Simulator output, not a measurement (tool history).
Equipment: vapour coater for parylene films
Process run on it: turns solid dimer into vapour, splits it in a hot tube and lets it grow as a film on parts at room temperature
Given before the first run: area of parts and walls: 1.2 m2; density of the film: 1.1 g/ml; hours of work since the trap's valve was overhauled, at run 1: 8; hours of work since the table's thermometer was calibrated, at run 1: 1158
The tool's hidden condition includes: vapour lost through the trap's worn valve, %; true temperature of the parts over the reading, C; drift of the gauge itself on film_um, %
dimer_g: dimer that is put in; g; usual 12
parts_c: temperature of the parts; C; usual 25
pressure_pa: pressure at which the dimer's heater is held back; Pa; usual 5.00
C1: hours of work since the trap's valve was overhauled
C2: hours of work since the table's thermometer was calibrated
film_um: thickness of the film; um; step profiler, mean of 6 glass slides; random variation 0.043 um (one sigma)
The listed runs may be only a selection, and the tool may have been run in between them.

Run 1, hour 0.0: usual settings; C1 8; C2 1158. Result: film_um 4.85 um.
Run 2, hour 50.6: usual settings; C1 30; C2 1179. Result: film_um 4.73 um.
Run 3, hour 123.8: usual settings but dimer_g 8 g; C1 61; C2 1210. Result: film_um 3.12 um.
Run 4, hour 183.8: usual settings but dimer_g 8 g; C1 86; C2 1235. Result: film_um 3.08 um.
Run 5, hour 230.2: usual settings but pressure_pa 2.88 Pa; C1 106; C2 1255. Result: film_um 4.78 um.
Run 6, hour 303.3: usual settings but dimer_g 8 g, pressure_pa 2.88 Pa; C1 136; C2 1286. Result: film_um 3.18 um.
Run 7, hour 362.4: usual settings but dimer_g 8 g, pressure_pa 2.88 Pa; C1 161; C2 1311. Result: film_um 3.23 um.
Run 8, hour 440.2: usual settings but dimer_g 8 g, pressure_pa 2.88 Pa; C1 194; C2 1344. Result: film_um 3.11 um.
Run 9, hour 503.5: usual settings but dimer_g 8 g, pressure_pa 2.88 Pa; C1 221; C2 1370. Result: film_um 3.15 um.
Run 10, hour 564.4: usual settings; C1 247; C2 1396. Result: film_um 4.43 um.
Run 11, hour 611.9: usual settings; C1 267; C2 1416. Result: film_um 4.50 um.
Run 12, hour 678.1: usual settings but parts_c 23 C; C1 295; C2 1444. Result: film_um 4.66 um.
Run 13, hour 713.6: usual settings but dimer_g 6 g, parts_c 23 C; C1 310; C2 1459. Result: film_um 2.29 um.
Run 14, hour 797.3: usual settings but dimer_g 6 g, parts_c 23 C; C1 345; C2 1494. Result: film_um 2.28 um.
Run 15, hour 833.5: usual settings; C1 360; C2 1510. Result: film_um 4.39 um.
Run 16, hour 917.0: usual settings; C1 396; C2 1545. Result: film_um 4.29 um.
Run 17, hour 999.0: usual settings; C1 430; C2 1580. Result: film_um 4.40 um.
Run 18, hour 1046.4: usual settings but parts_c 35 C; C1 450; C2 1600. Result: film_um 3.48 um.
Run 19, hour 1082.9: usual settings but parts_c 20 C; C1 466; C2 1615. Result: film_um 4.72 um.
Run 20, hour 1145.1: usual settings but parts_c 20 C; C1 492; C2 1641. Result: film_um 4.68 um.
Run 21, hour 1187.1: usual settings but parts_c 22 C; C1 510; C2 1659. Result: film_um 4.39 um.
At hour 1195.6: table's thermometer calibrated.
Run 22, hour 1231.8: usual settings but parts_c 22 C; C1 528; C2 15. Result: film_um 4.44 um.
At hour 1317.1: trap's valve overhauled.
Run 23, hour 1317.1: usual settings but parts_c 22 C; C1 0; C2 50. Result: film_um 5.10 um.
Run 24, hour 1381.1: usual settings but parts_c 22 C; C1 27; C2 77. Result: film_um 5.07 um.
Run 25, hour 1416.1: usual settings but parts_c 22 C; C1 42; C2 91. Result: film_um 5.16 um.
Run 26, hour 1457.7: usual settings but parts_c 22 C; C1 59; C2 109. Result: film_um 5.15 um.
At hour 1466.0: table's thermometer calibrated, once more.
Run 27, hour 1517.0: usual settings but dimer_g 18 g, parts_c 27 C, pressure_pa 2.67 Pa; C1 84; C2 22. Result: film_um 7.01 um.
Run 28, hour 1599.8: usual settings but dimer_g 5 g, parts_c 19 C, pressure_pa 7.23 Pa; C1 119; C2 57. Result: film_um 2.12 um.
Run 29, hour 1652.0: usual settings but dimer_g 5 g, parts_c 19 C, pressure_pa 7.23 Pa; C1 141; C2 79. Result: film_um 2.12 um.
Run 30, hour 1731.7: usual settings but dimer_g 5 g, parts_c 19 C, pressure_pa 7.23 Pa; C1 175; C2 112. Result: film_um 2.12 um.
Run 31, hour 1798.3: usual settings but parts_c 20 C, pressure_pa 10.45 Pa; C1 203; C2 140. Result: film_um 4.80 um.
Run 32, hour 1840.4: usual settings but parts_c 17 C, pressure_pa 2.75 Pa; C1 221; C2 158. Result: film_um 5.61 um.
Run 33, hour 1886.0: usual settings but dimer_g 10 g, parts_c 36 C; C1 240; C2 177. Result: film_um 2.93 um.
Run 34, hour 1967.0: usual settings but dimer_g 10 g, parts_c 36 C; C1 274; C2 212. Result: film_um 2.88 um.
Run 35, hour 2003.3: usual settings but dimer_g 19 g, pressure_pa 9.62 Pa; C1 289; C2 227. Result: film_um 6.60 um.
Run 36, hour 2089.8: usual settings but dimer_g 19 g, pressure_pa 9.62 Pa; C1 326; C2 263. Result: film_um 6.65 um.
Run 37, hour 2137.5: usual settings but dimer_g 9 g, parts_c 34 C, pressure_pa 3.15 Pa; C1 346; C2 284. Result: film_um 2.80 um.
Run 38, hour 2178.1: usual settings but dimer_g 9 g, parts_c 34 C, pressure_pa 3.15 Pa; C1 363; C2 301. Result: film_um 2.80 um.
Run 39, hour 2259.6: usual settings but dimer_g 18 g, parts_c 20 C, pressure_pa 3.18 Pa; C1 398; C2 335. Result: film_um 7.40 um.
Run 40, hour 2317.0: usual settings but dimer_g 18 g, parts_c 20 C, pressure_pa 3.18 Pa; C1 422; C2 359. Result: film_um 7.31 um.
Run 41, hour 2354.2: usual settings but dimer_g 6 g, pressure_pa 3.77 Pa; C1 438; C2 375. Result: film_um 2.19 um.
Run 42, hour 2401.4: usual settings but dimer_g 17 g, parts_c 21 C, pressure_pa 2.29 Pa; C1 458; C2 395. Result: film_um 6.85 um.
Run 43, hour 2483.2: usual settings but dimer_g 17 g, parts_c 21 C, pressure_pa 2.29 Pa; C1 492; C2 430. Result: film_um 6.68 um.
Run 44, hour 2534.0: usual settings but dimer_g 21 g, parts_c 23 C, pressure_pa 5.15 Pa; C1 514; C2 451. Result: film_um 7.51 um.
Run 45, hour 2574.5: usual settings but dimer_g 19 g, pressure_pa 2.72 Pa; C1 531; C2 468. Result: film_um 6.81 um.
Run 46, hour 2648.3: usual settings but dimer_g 13 g, parts_c 28 C, pressure_pa 8.21 Pa; C1 562; C2 499. Result: film_um 3.95 um.

3 ways to go on from here, each from the tool as it stands after run 46. What would each give?
At hour 2656.2: trap's valve overhauled.
Run A, hour 2733.8: usual settings but dimer_g 5 g, parts_c 23 C, pressure_pa 2.65 Pa; C1 33; C2 534. Result: film_um ?.
At hour 2656.2: trap's valve overhauled.
Run B, hour 2733.8: usual settings but dimer_g 8 g, parts_c 24 C; C1 33; C2 534. Result: film_um ?.
At hour 2656.2: trap's valve overhauled.
Run C, hour 2733.8: usual settings but dimer_g 16 g, parts_c 29 C, pressure_pa 4.99 Pa; C1 33; C2 534. Result: film_um ?.

run  film_um
  A     2.20
  B     3.21
  C     5.83
Stripped of hidden state, with their random variation kept, the same runs would have yielded:
run  film_um
  A     2.23
  B     3.26
  C     5.90
